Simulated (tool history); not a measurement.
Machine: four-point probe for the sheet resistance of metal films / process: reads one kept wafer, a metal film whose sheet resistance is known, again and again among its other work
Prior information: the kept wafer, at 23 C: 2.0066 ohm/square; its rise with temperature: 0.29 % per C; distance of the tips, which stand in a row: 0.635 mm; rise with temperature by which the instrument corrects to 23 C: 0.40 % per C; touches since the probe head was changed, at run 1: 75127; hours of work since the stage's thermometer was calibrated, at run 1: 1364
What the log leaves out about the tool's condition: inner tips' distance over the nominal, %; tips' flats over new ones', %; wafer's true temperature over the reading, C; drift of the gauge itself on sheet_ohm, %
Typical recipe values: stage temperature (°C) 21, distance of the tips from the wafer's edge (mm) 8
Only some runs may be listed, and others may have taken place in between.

run	hour	stage temperature (°C)	distance of the tips from the wafer's edge (mm)	touches since the probe head was changed	hours of work since the stage's thermometer was calibrated	sheet resistance as the instrument gives it (ohm/square)
1	0	21	8	75127	1364	2.032565
2	34.8	21	29	76283	1389	2.025254
3	96.1	21	29	78317	1432	2.025168
4	154.4	21	29	80250	1474	2.02587
5	186.1	26	8	81303	1496	2.021133
6	253.6	26	8	83542	1544	2.02179
7	310.5	21	8	85432	1585	2.033098
# hour 316.4: stage's thermometer calibrated
8	366.8	24	8	87285	36	2.025288
9	418.6	24	8	89004	73	2.025391
10	462	24	8	90444	104	2.025047
11	501.5	24	8	91756	132	2.025265
# hour 530: stage's thermometer calibrated, once more
12	543.8	24	8	93142	10	2.030315
13	598.5	19	7	94958	49	2.043862
14	653.8	19	7	96793	88	2.043229
15	685.8	19	11	97854	111	2.038861
16	751.8	19	11	100047	158	2.038921
17	800.8	20	26	101673	193	2.03375
18	860.4	19	29	103649	235	2.035966
19	920.7	19	29	105652	278	2.036473

What if the next run were any one of these 5? Each begins from the tool's condition after run 19:
A	952	33	5	106690	301	?
B	952	26	8	106690	301	?
C	952	34	29	106690	301	?
D	952	33	73	106690	301	?
E	952	33	20	106690	301	?

run	sheet resistance as the instrument gives it (ohm/square)
A	2.022275
B	2.027579
C	2.004402
D	2.005612
E	2.005979
The same runs, with their run-to-run variation unchanged, on a tool lacking any hidden condition would have given:
run	sheet resistance as the instrument gives it (ohm/square)
A	2.001943
B	2.007191
C	1.984235
D	1.985434
E	1.985798

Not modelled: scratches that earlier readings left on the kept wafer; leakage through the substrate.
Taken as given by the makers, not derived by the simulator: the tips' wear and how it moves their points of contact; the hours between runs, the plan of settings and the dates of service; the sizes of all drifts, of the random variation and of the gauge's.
